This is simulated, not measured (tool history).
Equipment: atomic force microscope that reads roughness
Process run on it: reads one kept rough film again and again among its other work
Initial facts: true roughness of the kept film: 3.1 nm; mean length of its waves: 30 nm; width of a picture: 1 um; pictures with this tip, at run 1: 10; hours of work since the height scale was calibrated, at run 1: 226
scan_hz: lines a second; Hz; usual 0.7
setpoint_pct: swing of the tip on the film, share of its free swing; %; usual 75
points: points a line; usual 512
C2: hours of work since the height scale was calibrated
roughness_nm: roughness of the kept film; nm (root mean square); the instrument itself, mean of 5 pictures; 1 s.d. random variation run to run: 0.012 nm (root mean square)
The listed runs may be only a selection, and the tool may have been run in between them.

Run 1, hour 0: usual settings; pictures with this tip 10; C2 226. Result: roughness_nm 2.768 nm (root mean square).
Run 2, hour 40.1: usual settings; pictures with this tip 60; C2 256. Result: roughness_nm 2.735 nm (root mean square).
Run 3, hour 99.1: usual settings but setpoint_pct 65 %; pictures with this tip 134; C2 301. Result: roughness_nm 2.781 nm (root mean square).
At hour 111.8: new tip fitted.
Run 4, hour 144.4: usual settings but points 681; pictures with this tip 40; C2 335. Result: roughness_nm 2.746 nm (root mean square).
Run 5, hour 182: usual settings but points 681; pictures with this tip 88; C2 363. Result: roughness_nm 2.744 nm (root mean square).
Run 6, hour 225.8: usual settings but points 681; pictures with this tip 143; C2 397. Result: roughness_nm 2.744 nm (root mean square).
At hour 232.4: new tip fitted.
Run 7, hour 305.5: usual settings but points 681; pictures with this tip 92; C2 457. Result: roughness_nm 2.729 nm (root mean square).
At hour 352.2: new tip fitted.
Run 8, hour 352.2: usual settings but points 681; pictures with this tip 0; C2 491. Result: roughness_nm 2.759 nm (root mean square).
Run 9, hour 414.9: usual settings but setpoint_pct 84 %; pictures with this tip 79; C2 539. Result: roughness_nm 2.727 nm (root mean square).
At hour 473.1: new tip fitted.
Run 10, hour 487.5: usual settings but setpoint_pct 84 %; pictures with this tip 18; C2 594. Result: roughness_nm 2.724 nm (root mean square).
Run 11, hour 566.4: usual settings but setpoint_pct 84 %; pictures with this tip 117; C2 653. Result: roughness_nm 2.734 nm (root mean square).
At hour 593: new tip fitted.
Run 12, hour 646.7: usual settings; pictures with this tip 68; C2 714. Result: roughness_nm 2.749 nm (root mean square).
Run 13, hour 702.1: usual settings; pictures with this tip 137; C2 756. Result: roughness_nm 2.772 nm (root mean square).
At hour 713.7: new tip fitted.
Run 14, hour 737.6: usual settings but scan_hz 2.928 Hz; pictures with this tip 30; C2 782. Result: roughness_nm 2.585 nm (root mean square).
Run 15, hour 816.9: usual settings but setpoint_pct 89 %; pictures with this tip 130; C2 842. Result: roughness_nm 2.692 nm (root mean square).
At hour 833.4: new tip fitted.
Run 16, hour 881.1: usual settings but setpoint_pct 89 %; pictures with this tip 60; C2 890. Result: roughness_nm 2.706 nm (root mean square).
Run 17, hour 934.5: usual settings but setpoint_pct 89 %; pictures with this tip 127; C2 931. Result: roughness_nm 2.696 nm (root mean square).
At hour 951.3: new tip fitted.
Run 18, hour 979.5: usual settings but setpoint_pct 89 %; pictures with this tip 35; C2 964. Result: roughness_nm 2.697 nm (root mean square).
Run 19, hour 1036.7: usual settings but scan_hz 2.806 Hz, points 348; pictures with this tip 107; C2 1008. Result: roughness_nm 2.574 nm (root mean square).
At hour 1073.1: new tip fitted.
Run 20, hour 1105.5: usual settings but scan_hz 1.847 Hz, setpoint_pct 69 %, points 836; pictures with this tip 41; C2 1059. Result: roughness_nm 2.728 nm (root mean square).
Run 21, hour 1176.5: usual settings but scan_hz 1.53 Hz, setpoint_pct 89 %, points 927; pictures with this tip 130; C2 1113. Result: roughness_nm 2.578 nm (root mean square).
At hour 1194.5: new tip fitted.
Run 22, hour 1258.3: usual settings but scan_hz 0.511 Hz; pictures with this tip 80; C2 1175. Result: roughness_nm 2.778 nm (root mean square).
At hour 1314.1: new tip fitted.
Run 23, hour 1328.2: usual settings but points 770; pictures with this tip 17; C2 1227. Result: roughness_nm 2.769 nm (root mean square).
Run 24, hour 1383.1: usual settings but points 770; pictures with this tip 86; C2 1269. Result: roughness_nm 2.756 nm (root mean square).
Run 25, hour 1430.2: usual settings but scan_hz 2.165 Hz, setpoint_pct 57 %, points 490; pictures with this tip 145; C2 1304. Result: roughness_nm 2.744 nm (root mean square).
At hour 1436.8: new tip fitted.
Run 26, hour 1473.1: usual settings but scan_hz 2.084 Hz, setpoint_pct 66 %, points 492; pictures with this tip 46; C2 1336. Result: roughness_nm 2.711 nm (root mean square).
Run 27, hour 1512.2: usual settings but scan_hz 2.238 Hz, setpoint_pct 79 %; pictures with this tip 95; C2 1366. Result: roughness_nm 2.601 nm (root mean square).
At hour 1558.1: new tip fitted.
Run 28, hour 1579.4: usual settings but scan_hz 1.186 Hz, points 533; pictures with this tip 26; C2 1416. Result: roughness_nm 2.71 nm (root mean square).
Run 29, hour 1640.1: usual settings but scan_hz 0.818 Hz, setpoint_pct 68 %, points 355; pictures with this tip 103; C2 1462. Result: roughness_nm 2.74 nm (root mean square).
At hour 1676.2: new tip fitted.
Run 30, hour 1715.6: usual settings but scan_hz 0.818 Hz, setpoint_pct 68 %, points 355; pictures with this tip 50; C2 1519. Result: roughness_nm 2.769 nm (root mean square).
Run 31, hour 1772.2: usual settings but scan_hz 1.26 Hz, setpoint_pct 67 %; pictures with this tip 121; C2 1562. Result: roughness_nm 2.724 nm (root mean square).

Entry by entry between the runs, the difference in hidden state between the last listed run before and the first listed run after:
After run 3, before run 4: new tip fitted (hour 111.8)
  radius of the tip, nm: 7.3 -> 7.1
  measured result minus the result with no hidden state, roughness_nm: -0.012 -> -0.004 nm (root mean square)
After run 6, before run 7: new tip fitted (hour 232.4)
  radius of the tip, nm: 7.3 -> 7.2; height scale over the true one, %: 0 -> -0.01
  measured result minus the result with no hidden state, roughness_nm: -0.012 -> -0.009 nm (root mean square)
After run 7, before run 8: new tip fitted (hour 352.2)
  radius of the tip, nm: 7.2 -> 7
  measured result minus the result with no hidden state, roughness_nm: -0.009 -> -0.001 nm (root mean square)
After run 9, before run 10: new tip fitted (hour 473.1)
  radius of the tip, nm: 7.2 -> 7.1
  measured result minus the result with no hidden state, roughness_nm: -0.007 -> -0.002 nm (root mean square)
After run 11, before run 12: new tip fitted (hour 593)
  radius of the tip, nm: 7.3 -> 7.2
  measured result minus the result with no hidden state, roughness_nm: -0.01 -> -0.006 nm (root mean square)
After run 13, before run 14: new tip fitted (hour 713.7)
  radius of the tip, nm: 7.4 -> 7.1
  measured result minus the result with no hidden state, roughness_nm: -0.013 -> -0.003 nm (root mean square)
After run 15, before run 16: new tip fitted (hour 833.4)
  radius of the tip, nm: 7.4 -> 7.2
  measured result minus the result with no hidden state, roughness_nm: -0.012 -> -0.006 nm (root mean square)
After run 17, before run 18: new tip fitted (hour 951.3)
  radius of the tip, nm: 7.4 -> 7.1
  measured result minus the result with no hidden state, roughness_nm: -0.013 -> -0.003 nm (root mean square)
After run 19, before run 20: new tip fitted (hour 1073.1)
  radius of the tip, nm: 7.3 -> 7.1
  measured result minus the result with no hidden state, roughness_nm: -0.009 -> -0.005 nm (root mean square)
After run 21, before run 22: new tip fitted (hour 1194.5)
  radius of the tip, nm: 7.4 -> 7.2
  measured result minus the result with no hidden state, roughness_nm: -0.012 -> -0.007 nm (root mean square)
After run 22, before run 23: new tip fitted (hour 1314.1)
  radius of the tip, nm: 7.2 -> 7.1
  measured result minus the result with no hidden state, roughness_nm: -0.007 -> -0.002 nm (root mean square)
After run 25, before run 26: new tip fitted (hour 1436.8)
  radius of the tip, nm: 7.4 -> 7.1
  measured result minus the result with no hidden state, roughness_nm: -0.014 -> -0.005 nm (root mean square)
After run 27, before run 28: new tip fitted (hour 1558.1)
  radius of the tip, nm: 7.2 -> 7.1; height scale over the true one, %: -0.01 -> -0.02
  measured result minus the result with no hidden state, roughness_nm: -0.008 -> -0.003 nm (root mean square)
After run 29, before run 30: new tip fitted (hour 1676.2)
  radius of the tip, nm: 7.3 -> 7.1
  measured result minus the result with no hidden state, roughness_nm: -0.01 -> -0.005 nm (root mean square)
